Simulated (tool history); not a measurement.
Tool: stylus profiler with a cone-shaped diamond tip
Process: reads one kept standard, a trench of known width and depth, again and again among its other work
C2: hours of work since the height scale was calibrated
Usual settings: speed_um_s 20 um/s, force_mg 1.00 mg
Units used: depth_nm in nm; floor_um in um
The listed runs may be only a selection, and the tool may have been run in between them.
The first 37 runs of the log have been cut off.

run 38 day=50.733 | speed_um_s=5 force_mg=1.19 | scans_with_this_tip=12441 C2=104 | depth_nm=1009.34 floor_um=11.48
run 39 day=51.875 | speed_um_s=5 force_mg=1.19 | scans_with_this_tip=12600 C2=125 | depth_nm=1010.02 floor_um=11.39
run 40 day=53.867 | speed_um_s=13 force_mg=0.54 | scans_with_this_tip=12875 C2=160 | depth_nm=1005.09 floor_um=11.27
run 41 day=55.858 | speed_um_s=13 force_mg=0.54 | scans_with_this_tip=13150 C2=196 | depth_nm=1005.25 floor_um=11.23
run 42 day=56.721 | speed_um_s=18 force_mg=0.45 | scans_with_this_tip=13270 C2=211 | depth_nm=1004.05 floor_um=11.07
run 43 day=57.617 | speed_um_s=20 force_mg=1.24 | scans_with_this_tip=13394 C2=227 | depth_nm=1009.45 floor_um=11.14
run 44 day=58.783 | speed_um_s=20 force_mg=1.24 | scans_with_this_tip=13556 C2=248 | depth_nm=1009.58 floor_um=11.14
run 45 day=59.604 | speed_um_s=20 force_mg=1.24 | scans_with_this_tip=13669 C2=262 | depth_nm=1009.82 floor_um=11.08

Alternative continuations, all from the tool just after run 45; predict every row:
run A day=61.362 | speed_um_s=32 force_mg=1.05 | scans_with_this_tip=13912 C2=294 | depth_nm=? floor_um=?
run B day=61.362 | speed_um_s=20 force_mg=0.71 | scans_with_this_tip=13912 C2=294 | depth_nm=? floor_um=?
run C day=61.362 | speed_um_s=20 force_mg=0.60 | scans_with_this_tip=13912 C2=294 | depth_nm=? floor_um=?

run=A depth_nm=1008.36 floor_um=10.94
run=B depth_nm=1005.97 floor_um=11.02
run=C depth_nm=1005.27 floor_um=10.96
Without the tool's hidden state the same runs would have given:
run=A depth_nm=1009.65 floor_um=13.69
run=B depth_nm=1007.25 floor_um=13.76
run=C depth_nm=1006.56 floor_um=13.71
